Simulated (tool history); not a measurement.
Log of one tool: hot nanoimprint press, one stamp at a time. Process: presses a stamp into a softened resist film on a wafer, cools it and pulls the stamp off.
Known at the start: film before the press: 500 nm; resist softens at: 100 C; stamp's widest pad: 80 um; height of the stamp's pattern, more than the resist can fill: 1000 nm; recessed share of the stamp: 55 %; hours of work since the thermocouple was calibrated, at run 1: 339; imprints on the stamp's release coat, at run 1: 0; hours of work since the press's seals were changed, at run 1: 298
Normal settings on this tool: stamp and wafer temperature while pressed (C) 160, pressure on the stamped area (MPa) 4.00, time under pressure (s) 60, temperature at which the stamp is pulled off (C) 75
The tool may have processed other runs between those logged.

run	day	stamp and wafer temperature while pressed (C)	pressure on the stamped area (MPa)	time under pressure (s)	temperature at which the stamp is pulled off (C)	hours of work since the thermocouple was calibrated	imprints on the stamp's release coat	hours of work since the press's seals were changed	resist left under the stamp's widest pad (nm)	greatest force while the stamp is pulled off (N)
1	0.000	160	4.00	60	75	339	0	298	275.2	215
2	0.367	160	4.00	60	75	345	44	304	273.7	215
3	0.562	160	4.00	60	75	348	67	307	276.5	221
4	0.917	160	4.00	60	75	354	109	313	271.4	218
5	1.150	160	4.00	60	75	358	136	316	271.3	221
6	1.446	160	5.98	60	75	363	171	321	224.8	220
7	1.642	160	5.98	60	75	366	195	324	225.3	218
8	2.067	160	5.98	60	75	372	245	331	227.1	213
9	2.375	160	5.98	60	75	377	281	336	229.3	210
10	2.775	160	5.98	60	75	384	329	342	225.8	212
11	3.250	160	4.00	60	75	391	385	350	271.7	214
12	3.717	167	4.00	60	75	399	440	357	186.5	225
13	3.992	160	3.87	60	75	403	473	362	272.1	219
14	4.238	160	4.00	60	74	407	502	366	273.0	217
15	4.558	160	3.78	60	74	412	540	371	282.1	223
16	4.888	160	2.73	60	75	418	579	376	320.0	220
17	5.275	171	2.73	60	78	424	625	382	183.3	214
18	5.612	171	3.35	72	78	429	665	388	151.5	206
19	5.904	171	3.35	72	78	434	699	392	152.9	210
20	6.112	171	3.35	72	78	437	724	396	152.4	212
21	6.500	154	5.25	86	77	443	770	402	299.8	206
22	6.867	163	3.50	50	80	449	813	408	261.4	197
23	7.321	163	3.50	50	80	456	867	415	261.7	195
24	7.650	163	3.50	50	80	462	906	420	261.3	200
25	7.925	158	5.08	60	77	466	938	424	276.7	218
26	8.275	169	5.75	55	76	472	980	430	139.7	216
27	8.650	160	3.80	60	81	478	1024	436	279.2	197
28	8.954	158	4.00	60	75	482	1060	441	306.4	217
29	9.392	158	4.00	60	75	489	1112	448	304.9	217
30	9.862	160	5.09	109	75	497	1168	455	199.1	220

Each row is a separate what-if for the run after 30, all from the same tool condition, not one after another. Results?
A	10.254	163	4.56	68	75	503	1214	462	?	?
B	10.254	160	5.09	79	75	503	1214	462	?	?
C	10.254	153	5.09	109	75	503	1214	462	?	?
D	10.254	160	3.73	51	75	503	1214	462	?	?

run	resist left under the stamp's widest pad (nm)	greatest force while the stamp is pulled off (N)
A	206.2	217
B	223.0	219
C	299.8	216
D	297.1	222
Take away the tool's hidden state, keep each run's random variation, and the runs would have read:
run	resist left under the stamp's widest pad (nm)	greatest force while the stamp is pulled off (N)
A	205.3	215
B	221.9	217
C	298.5	214
D	295.9	220

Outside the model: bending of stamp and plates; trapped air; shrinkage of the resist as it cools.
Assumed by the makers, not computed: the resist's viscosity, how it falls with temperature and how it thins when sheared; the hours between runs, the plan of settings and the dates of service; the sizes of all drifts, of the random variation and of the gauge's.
